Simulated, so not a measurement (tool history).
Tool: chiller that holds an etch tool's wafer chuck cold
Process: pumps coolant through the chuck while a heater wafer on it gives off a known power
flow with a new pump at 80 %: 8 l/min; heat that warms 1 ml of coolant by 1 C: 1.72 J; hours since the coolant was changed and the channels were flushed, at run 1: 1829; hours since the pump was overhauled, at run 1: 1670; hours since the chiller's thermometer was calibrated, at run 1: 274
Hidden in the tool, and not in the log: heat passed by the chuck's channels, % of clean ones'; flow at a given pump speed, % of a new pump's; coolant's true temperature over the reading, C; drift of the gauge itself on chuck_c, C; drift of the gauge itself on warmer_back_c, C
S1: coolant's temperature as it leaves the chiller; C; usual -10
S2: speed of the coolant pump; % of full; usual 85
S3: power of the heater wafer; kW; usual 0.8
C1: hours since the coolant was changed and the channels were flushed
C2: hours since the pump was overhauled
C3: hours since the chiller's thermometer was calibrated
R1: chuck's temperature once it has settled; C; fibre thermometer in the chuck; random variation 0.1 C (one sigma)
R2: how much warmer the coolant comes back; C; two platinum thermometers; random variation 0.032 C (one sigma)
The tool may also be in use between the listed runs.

run,hour,S1,S2,S3,C1,C2,C3,R1,R2
1,0,-10,85,0.8,1829,1670,274,-4.4,3.4
2,81,-10,85,0.8,1910,1751,355,-4.4,3.39
3,167,-10,85,0.8,1996,1837,441,-4.5,3.39
4,247.9,-10,85,0.616,2077,1918,522,-5.6,2.68
5,298.7,-10,83,0.616,2128,1969,573,-5.5,2.72
6,348,-10,85,0.948,2177,2018,622,-3.4,4.06
7,426.4,-10,85,0.948,2256,2096,701,-3.2,4.08
8,500.3,-10,85,0.948,2330,2170,775,-3.4,3.98
9,541.6,-10,85,0.8,2371,2212,816,-4.4,3.43
10,626.3,-10,85,0.8,2456,2296,901,-4.3,3.51
11,673.7,-10,85,0.8,2503,2344,948,-4.5,3.43
12,729.5,-10,87,0.8,2559,2400,1004,-4.6,3.38
13,771.5,-10,87,0.8,2601,2442,1046,-4.3,3.37
14,845.8,-10,87,0.8,2675,2516,1120,-4.4,3.38
15,945,-10,87,0.8,2774,2615,1219,-4.4,3.36
16,1006,-10,85,0.413,2835,2676,1280,-7.2,1.75
17,1048.3,-10,85,0.413,2878,2718,1323,-7.1,1.75
18,1112.8,-10,85,0.413,2942,2783,1387,-7.2,1.74
19,1209.3,-10,85,0.413,3039,2879,1484,-7.2,1.82
20,1250.9,-10,63,0.417,3080,2921,1525,-6.1,2.58
21,1307.5,-10,63,0.417,3137,2978,1582,-6.2,2.51
22,1383.5,-10,63,0.417,3213,3053,1658,-6.1,2.63
23,1469.5,-10,61,0.417,3299,3140,1744,-6.1,2.65
24,1557.1,-2,61,0.435,3386,3227,1832,2.2,2.83
25,1628.1,-1,85,0.917,3457,3298,1903,5.6,4.04
26,1693.2,0,85,0.64,3522,3363,1968,4.5,2.88
27,1741.6,-10,61,1.199,3571,3412,2016,1.8,7.64
28,1804.1,-6,61,0.452,3633,3474,2079,-1.8,2.88
29,1900.1,-10,94,0.8,3729,3570,2175,-4.7,3.1
30,1998.1,-10,94,0.8,3827,3668,2273,-4.9,3.09
# hour 2018.9: chiller's thermometer calibrated
31,2059.9,-10,94,0.8,3888,3729,41,-4.3,3.16
32,2133,-10,67,0.521,3961,3802,114,-5.2,3.01

3 ways to go on from here, each from the tool as it stands after run 32. What would each give?
A,2197.6,-10,78,0.521,4026,3867,179,?,?
B,2197.6,-10,67,0.521,4026,3867,179,?,?
C,2197.6,-13,72,0.625,4026,3867,179,?,?

run,R1,R2
A,-5.8,2.48
B,-5.2,3.04
C,-7.6,3.37
Without the tool's hidden state the same runs would have given:
run,R1,R2
A,-6.3,2.27
B,-5.8,2.8
C,-8.2,3.1
